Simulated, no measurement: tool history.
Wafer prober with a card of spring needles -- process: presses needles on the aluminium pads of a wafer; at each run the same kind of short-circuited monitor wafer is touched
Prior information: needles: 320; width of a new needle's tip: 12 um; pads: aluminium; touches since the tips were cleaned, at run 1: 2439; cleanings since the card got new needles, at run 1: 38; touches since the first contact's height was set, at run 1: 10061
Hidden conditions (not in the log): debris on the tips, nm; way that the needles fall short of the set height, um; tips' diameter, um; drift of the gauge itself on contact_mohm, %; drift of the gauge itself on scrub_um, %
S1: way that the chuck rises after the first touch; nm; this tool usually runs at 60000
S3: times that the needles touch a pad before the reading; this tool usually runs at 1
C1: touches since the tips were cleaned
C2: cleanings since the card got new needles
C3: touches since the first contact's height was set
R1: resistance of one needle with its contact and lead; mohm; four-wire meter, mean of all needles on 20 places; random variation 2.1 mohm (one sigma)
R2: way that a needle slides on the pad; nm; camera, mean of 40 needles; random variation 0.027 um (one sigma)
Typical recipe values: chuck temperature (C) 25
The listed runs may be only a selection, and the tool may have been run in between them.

run 1 day=0 | S1=60000 chuck_temperature_(C)=25 S3=1 | C1=2439 C2=38 C3=10061 | R1=272 R2=16600
-- day=0.429 tips cleaned on abrasive film
run 2 day=1.204 | S1=60000 chuck_temperature_(C)=25 S3=1 | C1=4053 C2=39 C3=16323 | R1=291 R2=16620
-- day=1.362 tips cleaned on abrasive film
run 3 day=2.142 | S1=60000 chuck_temperature_(C)=25 S3=1 | C1=4074 C2=40 C3=21202 | R1=289 R2=16540
-- day=2.217 tips cleaned on abrasive film
-- day=3.133 tips cleaned on abrasive film
run 4 day=3.133 | S1=60000 chuck_temperature_(C)=25 S3=1 | C1=0 C2=42 C3=26330 | R1=228 R2=16490
-- day=3.992 tips cleaned on abrasive film
run 5 day=3.992 | S1=48000 chuck_temperature_(C)=25 S3=1 | C1=0 C2=43 C3=30800 | R1=243 R2=13160
-- day=4.896 tips cleaned on abrasive film
run 6 day=5.65 | S1=48000 chuck_temperature_(C)=25 S3=1 | C1=3940 C2=44 C3=39435 | R1=323 R2=13090
-- day=5.738 tips cleaned on abrasive film
-- day=6.712 tips cleaned on abrasive film
run 7 day=6.858 | S1=60000 chuck_temperature_(C)=25 S3=1 | C1=770 C2=46 C3=45701 | R1=261 R2=16380
-- day=7.608 tips cleaned on abrasive film
-- day=8.204 tips cleaned on abrasive film, once more
run 8 day=8.325 | S1=60000 chuck_temperature_(C)=25 S3=2 | C1=636 C2=48 C3=53317 | R1=243 R2=16350
-- day=9.133 tips cleaned on abrasive film
run 9 day=9.617 | S1=60000 chuck_temperature_(C)=25 S3=2 | C1=2510 C2=49 C3=60018 | R1=259 R2=16290
-- day=9.992 tips cleaned on abrasive film
run 10 day=10.612 | S1=61000 chuck_temperature_(C)=25 S3=1 | C1=3230 C2=50 C3=65203 | R1=288 R2=16530
-- day=10.925 tips cleaned on abrasive film
-- day=11.8 tips cleaned on abrasive film
run 11 day=12.271 | S1=60000 chuck_temperature_(C)=27 S3=1 | C1=2459 C2=52 C3=73815 | R1=281 R2=16260
-- day=12.692 tips cleaned on abrasive film
run 12 day=13.258 | S1=60000 chuck_temperature_(C)=27 S3=1 | C1=2955 C2=53 C3=78955 | R1=292 R2=16160
-- day=13.575 tips cleaned on abrasive film
run 13 day=14.104 | S1=60000 chuck_temperature_(C)=27 S3=1 | C1=2751 C2=54 C3=83338 | R1=286 R2=16130
-- day=14.438 tips cleaned on abrasive film
-- day=14.708 height of the first contact set anew
-- day=15.388 tips cleaned on abrasive film
run 14 day=15.846 | S1=60000 chuck_temperature_(C)=27 S3=1 | C1=2412 C2=56 C3=5934 | R1=281 R2=16650
-- day=16.354 tips cleaned on abrasive film
-- day=17.321 tips cleaned on abrasive film
run 15 day=17.421 | S1=60000 chuck_temperature_(C)=33 S3=1 | C1=515 C2=58 C3=14101 | R1=253 R2=16630
run 16 day=18.154 | S1=60000 chuck_temperature_(C)=25 S3=2 | C1=4355 C2=58 C3=17941 | R1=270 R2=16660
-- day=18.288 tips cleaned on abrasive film
-- day=19.179 tips cleaned on abrasive film
run 17 day=19.788 | S1=79000 chuck_temperature_(C)=25 S3=2 | C1=3165 C2=60 C3=26411 | R1=244 R2=21860
-- day=20.062 tips cleaned on abrasive film
-- day=20.917 tips cleaned on abrasive film
run 18 day=21.217 | S1=79000 chuck_temperature_(C)=25 S3=2 | C1=1565 C2=62 C3=33833 | R1=239 R2=21800
-- day=21.796 tips cleaned on abrasive film
-- day=22.65 tips cleaned on abrasive film
run 19 day=22.762 | S1=64000 chuck_temperature_(C)=61 S3=3 | C1=607 C2=64 C3=41870 | R1=242 R2=17560
-- day=23.642 tips cleaned on abrasive film
run 20 day=24.388 | S1=75000 chuck_temperature_(C)=61 S3=3 | C1=3878 C2=65 C3=50315 | R1=249 R2=20610
-- day=24.567 tips cleaned on abrasive film
-- day=25.412 tips cleaned on abrasive film
run 21 day=25.642 | S1=75000 chuck_temperature_(C)=61 S3=3 | C1=1201 C2=67 C3=56836 | R1=241 R2=20460
-- day=26.267 tips cleaned on abrasive film
-- day=27.125 tips cleaned on abrasive film
run 22 day=27.308 | S1=67000 chuck_temperature_(C)=61 S3=3 | C1=967 C2=69 C3=65494 | R1=246 R2=18220
-- day=27.996 tips cleaned on abrasive film
run 23 day=28.029 | S1=47000 chuck_temperature_(C)=32 S3=2 | C1=162 C2=70 C3=69223 | R1=252 R2=12690
-- day=28.975 tips cleaned on abrasive film
run 24 day=29.725 | S1=50000 chuck_temperature_(C)=49 S3=3 | C1=3911 C2=71 C3=78063 | R1=272 R2=13480
-- day=29.817 tips cleaned on abrasive film
-- day=30.762 tips cleaned on abrasive film
run 25 day=31 | S1=51000 chuck_temperature_(C)=123 S3=3 | C1=1245 C2=73 C3=84679 | R1=276 R2=13700
-- day=31.317 height of the first contact set anew
-- day=31.662 tips cleaned on abrasive film
run 26 day=31.979 | S1=60000 chuck_temperature_(C)=77 S3=1 | C1=1668 C2=74 C3=3452 | R1=287 R2=16650
-- day=32.567 tips cleaned on abrasive film
run 27 day=32.971 | S1=60000 chuck_temperature_(C)=32 S3=2 | C1=2107 C2=75 C3=8603 | R1=265 R2=16600
-- day=33.433 tips cleaned on abrasive film
run 28 day=33.929 | S1=60000 chuck_temperature_(C)=32 S3=2 | C1=2591 C2=76 C3=13573 | R1=266 R2=16600
-- day=34.325 tips cleaned on abrasive film
run 29 day=34.646 | S1=76000 chuck_temperature_(C)=79 S3=2 | C1=1673 C2=77 C3=17290 | R1=257 R2=21000
-- day=35.192 tips cleaned on abrasive film
run 30 day=35.6 | S1=76000 chuck_temperature_(C)=79 S3=2 | C1=2140 C2=78 C3=22262 | R1=261 R2=21020
-- day=36.138 tips cleaned on abrasive film
run 31 day=36.767 | S1=64000 chuck_temperature_(C)=92 S3=1 | C1=3281 C2=79 C3=28324 | R1=296 R2=17660

Forecast each of these 5 alternatives for the next run:
-- day=37.075 tips cleaned on abrasive film
run A day=37.704 | S1=64000 chuck_temperature_(C)=75 S3=1 | C1=3282 C2=80 C3=33207 | R1=? R2=?
-- day=37.075 tips cleaned on abrasive film
run B day=37.704 | S1=77000 chuck_temperature_(C)=92 S3=2 | C1=3282 C2=80 C3=33207 | R1=? R2=?
-- day=37.075 tips cleaned on abrasive film
run C day=37.704 | S1=65000 chuck_temperature_(C)=45 S3=2 | C1=3282 C2=80 C3=33207 | R1=? R2=?
-- day=37.075 tips cleaned on abrasive film
run D day=37.704 | S1=44000 chuck_temperature_(C)=92 S3=2 | C1=3282 C2=80 C3=33207 | R1=? R2=?
-- day=37.075 tips cleaned on abrasive film
run E day=37.704 | S1=54000 chuck_temperature_(C)=73 S3=2 | C1=3282 C2=80 C3=33207 | R1=? R2=?

run=A R1=293 R2=17610
run=B R1=267 R2=21260
run=C R1=262 R2=17930
run=D R1=316 R2=12060
run=E R1=287 R2=14850
Take away the tool's hidden state, keep each run's random variation, and the runs would have read:
run=A R1=234 R2=17830
run=B R1=240 R2=21480
run=C R1=225 R2=18150
run=D R1=248 R2=12280
run=E R1=238 R2=15070
